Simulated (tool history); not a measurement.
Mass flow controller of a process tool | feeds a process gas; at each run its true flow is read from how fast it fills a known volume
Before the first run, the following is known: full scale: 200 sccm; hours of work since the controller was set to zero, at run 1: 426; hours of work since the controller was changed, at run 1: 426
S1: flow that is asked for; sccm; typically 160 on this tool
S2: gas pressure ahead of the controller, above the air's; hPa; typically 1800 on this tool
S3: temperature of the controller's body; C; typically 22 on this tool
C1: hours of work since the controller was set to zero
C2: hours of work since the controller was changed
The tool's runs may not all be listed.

{"run": 1, "hour": 0.0, "S1": 160, "S2": 1800, "S3": 22, "C1": 426, "C2": 426, "true flow (%)": 99.55}
{"run": 2, "hour": 67.6, "S1": 160, "S2": 1800, "S3": 22, "C1": 452, "C2": 452, "true flow (%)": 99.7}
{"run": 3, "hour": 143.9, "S1": 160, "S2": 1800, "S3": 22, "C1": 482, "C2": 482, "true flow (%)": 99.53}
{"run": 4, "hour": 216.0, "S1": 160, "S2": 1800, "S3": 22, "C1": 511, "C2": 511, "true flow (%)": 99.49}
{"run": 5, "hour": 297.6, "S1": 160, "S2": 1800, "S3": 22, "C1": 543, "C2": 543, "true flow (%)": 99.65}
{"run": 6, "hour": 367.0, "S1": 160, "S2": 1850, "S3": 27, "C1": 570, "C2": 570, "true flow (%)": 99.15}
{"run": 7, "hour": 437.5, "S1": 160, "S2": 1850, "S3": 27, "C1": 598, "C2": 598, "true flow (%)": 99.34}
{"run": 8, "hour": 491.6, "S1": 42, "S2": 2060, "S3": 39, "C1": 619, "C2": 619, "true flow (%)": 98.13}
{"run": 9, "hour": 570.0, "S1": 160, "S2": 2280, "S3": 30, "C1": 650, "C2": 650, "true flow (%)": 99.23}
{"run": 10, "hour": 624.3, "S1": 22, "S2": 1670, "S3": 38, "C1": 671, "C2": 671, "true flow (%)": 97.58}

4 options for the next run, each taken on its own from the tool as it stands now. Forecast them:
{"run": "A", "hour": 663.8, "S1": 22, "S2": 1690, "S3": 38, "C1": 687, "C2": 687, "true flow (%)": "?"}
{"run": "B", "hour": 663.8, "S1": 23, "S2": 1840, "S3": 35, "C1": 687, "C2": 687, "true flow (%)": "?"}
{"run": "C", "hour": 663.8, "S1": 22, "S2": 1570, "S3": 40, "C1": 687, "C2": 687, "true flow (%)": "?"}
{"run": "D", "hour": 663.8, "S1": 25, "S2": 1750, "S3": 22, "C1": 687, "C2": 687, "true flow (%)": "?"}

run=A true_flow_(%)=97.64
run=B true_flow_(%)=97.84
run=C true_flow_(%)=97.40
run=D true_flow_(%)=98.54
The same runs, with their run-to-run variation unchanged, on a tool lacking any hidden condition would have given:
run=A true_flow_(%)=98.65
run=B true_flow_(%)=98.82
run=C true_flow_(%)=98.41
run=D true_flow_(%)=99.47

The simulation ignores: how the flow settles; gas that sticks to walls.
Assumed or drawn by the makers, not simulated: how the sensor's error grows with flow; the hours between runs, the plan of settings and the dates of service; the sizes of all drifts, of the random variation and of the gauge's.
